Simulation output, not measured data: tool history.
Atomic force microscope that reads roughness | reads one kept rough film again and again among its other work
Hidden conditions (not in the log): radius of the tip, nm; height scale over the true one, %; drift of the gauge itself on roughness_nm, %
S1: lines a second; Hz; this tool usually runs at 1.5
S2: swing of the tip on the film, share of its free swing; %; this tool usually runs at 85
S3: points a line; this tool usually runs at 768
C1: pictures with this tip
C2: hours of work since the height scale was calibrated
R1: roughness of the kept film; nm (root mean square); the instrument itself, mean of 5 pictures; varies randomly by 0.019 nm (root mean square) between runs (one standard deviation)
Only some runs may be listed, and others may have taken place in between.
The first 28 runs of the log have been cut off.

Run 29, hour 223.4: usual settings but S1 0.58 Hz, S2 59 %, S3 346; C1 71; C2 37. Result: R1 5.107 nm (root mean square).
Run 30, hour 232.4: usual settings but S1 0.58 Hz, S2 59 %, S3 346; C1 82; C2 44. Result: R1 5.112 nm (root mean square).
Run 31, hour 243: usual settings but S1 0.58 Hz, S2 59 %, S3 346; C1 94; C2 53. Result: R1 5.08 nm (root mean square).
Run 32, hour 249: usual settings but S1 3.58 Hz; C1 101; C2 57. Result: R1 3.661 nm (root mean square).
Run 33, hour 257.1: usual settings but S2 56 %, S3 749; C1 111; C2 64. Result: R1 4.978 nm (root mean square).
Run 34, hour 264: usual settings but S2 72 %; C1 119; C2 69. Result: R1 4.718 nm (root mean square).
Run 35, hour 269.3: usual settings but S1 2.2 Hz, S2 58 %, S3 530; C1 125; C2 73. Result: R1 4.824 nm (root mean square).
Run 36, hour 276.9: usual settings but S1 2.2 Hz, S2 69 %, S3 443; C1 134; C2 79. Result: R1 4.588 nm (root mean square).
Run 37, hour 283.4: usual settings but S1 2.2 Hz, S3 756; C1 142; C2 84. Result: R1 4.039 nm (root mean square).
Run 38, hour 291.4: usual settings but S1 1.92 Hz, S3 487; C1 151; C2 90. Result: R1 4.138 nm (root mean square).
Run 39, hour 302.6: usual settings but S1 2.86 Hz, S2 70 %, S3 664; C1 164; C2 99. Result: R1 4.328 nm (root mean square).
Run 40, hour 311: usual settings but S1 2.86 Hz, S2 70 %, S3 664; C1 174; C2 105. Result: R1 4.329 nm (root mean square).
Run 41, hour 315.8: usual settings but S1 2.86 Hz, S2 70 %, S3 664; C1 180; C2 109. Result: R1 4.316 nm (root mean square).
Run 42, hour 320.6: usual settings but S1 2.86 Hz, S2 78 %, S3 558; C1 185; C2 113. Result: R1 4.01 nm (root mean square).
At hour 323.8: new tip fitted.
Run 43, hour 329.7: usual settings but S1 0.55 Hz, S2 74 %, S3 558; C1 7; C2 120. Result: R1 5.207 nm (root mean square).
Run 44, hour 335.9: usual settings but S3 853; C1 15; C2 124. Result: R1 4.58 nm (root mean square).

Predict each of these 3 candidate next runs independently; none follows another, all start after run 44:
Run A, hour 345.8: usual settings but S1 0.8 Hz, S2 70 %, S3 331; C1 26; C2 132. Result: R1 ?.
Run B, hour 345.8: usual settings but S2 77 %, S3 853; C1 26; C2 132. Result: R1 ?.
Run C, hour 345.8: usual settings but S1 0.71 Hz, S3 662; C1 26; C2 132. Result: R1 ?.

run     R1
  A  5.116
  B  4.803
  C  4.945
Without the tool's hidden state the same runs would have given:
run     R1
  A  5.198
  B   4.88
  C  5.025
